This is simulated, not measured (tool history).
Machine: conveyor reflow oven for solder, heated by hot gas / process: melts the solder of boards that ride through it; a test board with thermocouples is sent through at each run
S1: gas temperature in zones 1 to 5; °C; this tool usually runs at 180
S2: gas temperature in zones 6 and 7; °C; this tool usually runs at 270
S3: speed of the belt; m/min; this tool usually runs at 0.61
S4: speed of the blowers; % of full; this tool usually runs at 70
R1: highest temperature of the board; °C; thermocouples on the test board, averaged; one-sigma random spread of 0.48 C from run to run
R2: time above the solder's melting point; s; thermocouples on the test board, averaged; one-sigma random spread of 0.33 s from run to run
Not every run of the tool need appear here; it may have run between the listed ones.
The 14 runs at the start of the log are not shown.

Run 15, hour 433.3: usual settings. Result: R1 254.4 °C, R2 63.6 s.
Run 16, hour 460.3: usual settings. Result: R1 255.3 °C, R2 63.7 s.
Run 17, hour 492.8: usual settings but S1 183 °C, S2 268 °C. Result: R1 253.7 °C, R2 63.2 s.
Run 18, hour 531.1: usual settings but S1 187 °C, S2 272 °C, S3 0.563 m/min, S4 80 % of full. Result: R1 262.4 °C, R2 76.6 s.
Run 19, hour 559.4: usual settings but S1 178 °C, S2 272 °C, S3 0.563 m/min, S4 80 % of full. Result: R1 260.4 °C, R2 73 s.
Run 20, hour 579.4: usual settings but S1 178 °C, S2 272 °C, S3 0.563 m/min, S4 80 % of full. Result: R1 260.9 °C, R2 73.1 s.
Run 21, hour 619.6: usual settings but S1 178 °C, S2 272 °C, S3 0.563 m/min, S4 80 % of full. Result: R1 260 °C, R2 72.4 s.
At hour 659.6: flux residue cleaned out of gas plates and filters.
Run 22, hour 670.5: usual settings but S1 170 °C, S2 263 °C. Result: R1 247.6 °C, R2 54.7 s.
Run 23, hour 707.6: usual settings but S1 170 °C, S2 258 °C, S4 82 % of full. Result: R1 244.5 °C, R2 53.7 s.
Run 24, hour 735.8: usual settings but S1 191 °C, S2 273 °C, S4 52 % of full. Result: R1 255.2 °C, R2 68.2 s.
Run 25, hour 769.7: usual settings but S1 185 °C, S2 273 °C, S4 52 % of full. Result: R1 254.8 °C, R2 64 s.
Run 26, hour 815.9: usual settings but S1 191 °C, S2 273 °C, S3 0.491 m/min, S4 52 % of full. Result: R1 261 °C, R2 89.7 s.
Run 27, hour 842.8: usual settings but S1 191 °C, S2 273 °C, S3 0.491 m/min, S4 52 % of full. Result: R1 260.2 °C, R2 90.1 s.
Run 28, hour 882: usual settings but S1 191 °C, S2 273 °C, S3 0.491 m/min, S4 52 % of full. Result: R1 260 °C, R2 90.4 s.
Run 29, hour 906.2: usual settings but S1 174 °C, S2 273 °C, S3 0.491 m/min, S4 52 % of full. Result: R1 257.3 °C, R2 80.8 s.
Run 30, hour 951.1: usual settings but S1 165 °C, S3 0.729 m/min, S4 58 % of full. Result: R1 241.8 °C, R2 36.3 s.
Run 31, hour 976.4: usual settings but S1 165 °C, S2 259 °C, S3 0.725 m/min, S4 58 % of full. Result: R1 231.6 °C, R2 26.5 s.
Run 32, hour 1011.1: usual settings but S2 282 °C, S3 0.659 m/min, S4 67 % of full. Result: R1 261.4 °C, R2 62.3 s.

3 options for the next run, each taken on its own from the tool as it stands now. Forecast them:
Run A, hour 1042.5: usual settings but S1 190 °C, S2 282 °C, S3 0.659 m/min, S4 67 % of full. Result: R1 ?, R2 ?.
Run B, hour 1042.5: usual settings but S2 282 °C, S3 0.579 m/min, S4 67 % of full. Result: R1 ?, R2 ?.
Run C, hour 1042.5: usual settings but S1 182 °C, S3 0.679 m/min, S4 89 % of full. Result: R1 ?, R2 ?.

run     R1    R2
  A  262.6  67.7
  B  265.2    74
  C  254.8  57.6
With the hidden condition removed and each run's random variation left untouched, the same runs would have given:
run     R1    R2
  A  265.8    69
  B  268.4  75.3
  C  258.3  59.5
